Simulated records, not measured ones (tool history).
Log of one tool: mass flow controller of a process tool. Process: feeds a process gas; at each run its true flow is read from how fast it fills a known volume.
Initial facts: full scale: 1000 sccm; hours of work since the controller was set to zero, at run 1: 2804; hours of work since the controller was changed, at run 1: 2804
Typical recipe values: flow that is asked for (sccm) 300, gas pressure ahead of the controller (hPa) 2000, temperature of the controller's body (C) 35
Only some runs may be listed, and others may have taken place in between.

run	hour	flow that is asked for (sccm)	gas pressure ahead of the controller (hPa)	temperature of the controller's body (C)	hours of work since the controller was set to zero	hours of work since the controller was changed	true flow (%)
1	0	300	2000	35	2804	2804	99.88
2	52.3	300	2000	35	2841	2841	99.89
3	134.1	300	2000	35	2899	2899	99.75
4	191.9	300	2000	35	2939	2939	99.76
5	273.4	300	2000	35	2997	2997	99.83
6	374.5	300	2000	35	3069	3069	99.98
7	476.6	300	2000	35	3141	3141	99.81
8	562.6	391	2000	35	3202	3202	99.59
9	652.8	300	2000	35	3266	3266	100.06
10	723.1	300	2000	35	3316	3316	100.02
11	812.7	300	1550	35	3379	3379	99.92
12	854.9	869	1550	35	3409	3409	98.87
13	939.3	300	2000	35	3469	3469	100.04
14	1022.9	225	2000	35	3528	3528	100.79
15	1113.8	300	2000	35	3593	3593	100.15
16	1182.8	300	2000	35	3642	3642	100.07
17	1227.4	300	2000	35	3673	3673	100.03
18	1279.1	300	2000	35	3710	3710	100
19	1335.2	300	2000	35	3749	3749	100.14
20	1379.8	300	2000	26	3781	3781	100.82
21	1479	300	1880	26	3851	3851	100.97
22	1561.9	300	2000	35	3910	3910	100.3
23	1603.2	300	2000	35	3939	3939	100.13
24	1703.4	300	2000	35	4010	4010	100.09
25	1772.8	227	2450	23	4060	4060	101.96
26	1852	300	2700	35	4116	4116	100.33
27	1949.7	767	1730	31	4185	4185	99.24
28	2012.5	767	1730	31	4229	4229	99.21
29	2104.7	259	2160	34	4295	4295	101.02
30	2195.9	127	2650	37	4359	4359	104
31	2296.6	865	2670	35	4431	4431	99.03
32	2373.1	706	1940	35	4485	4485	98.98
33	2446.1	374	2000	35	4537	4537	99.91
34	2503.4	767	2240	27	4577	4577	99.58
35	2595.5	112	2130	28	4642	4642	105.85
36	2661	112	2130	28	4689	4689	105.96
37	2755.1	206	2560	33	4756	4756	102.06
38	2838.7	206	2560	33	4815	4815	102.11
39	2891.7	282	2000	35	4852	4852	100.72
40	2987.3	282	2000	35	4920	4920	100.9
41	3065.8	260	2700	34	4976	4976	101.21
42	3128.7	260	1940	28	5020	5020	101.7
43	3231.1	878	1750	21	5093	5093	99.81
44	3329.8	290	2480	35	5163	5163	100.79
45	3406.7	942	2550	21	5217	5217	99.99
46	3480.1	300	1560	37	5269	5269	100.51
47	3527.1	300	2060	32	5302	5302	100.73

Branching from run 47: 5 alternative next runs. What would each branch give?
A	3583.2	132	2330	25	5342	5342	?
B	3583.2	300	1650	35	5342	5342	?
C	3583.2	343	2000	30	5342	5342	?
D	3583.2	300	2000	22	5342	5342	?
E	3583.2	118	2060	32	5342	5342	?

run	true flow (%)
A	105.71
B	100.54
C	100.58
D	101.62
E	105.97
With no hidden state in the tool, these same runs would have given:
run	true flow (%)
A	99.68
B	98.77
C	99.23
D	99.86
E	99.04

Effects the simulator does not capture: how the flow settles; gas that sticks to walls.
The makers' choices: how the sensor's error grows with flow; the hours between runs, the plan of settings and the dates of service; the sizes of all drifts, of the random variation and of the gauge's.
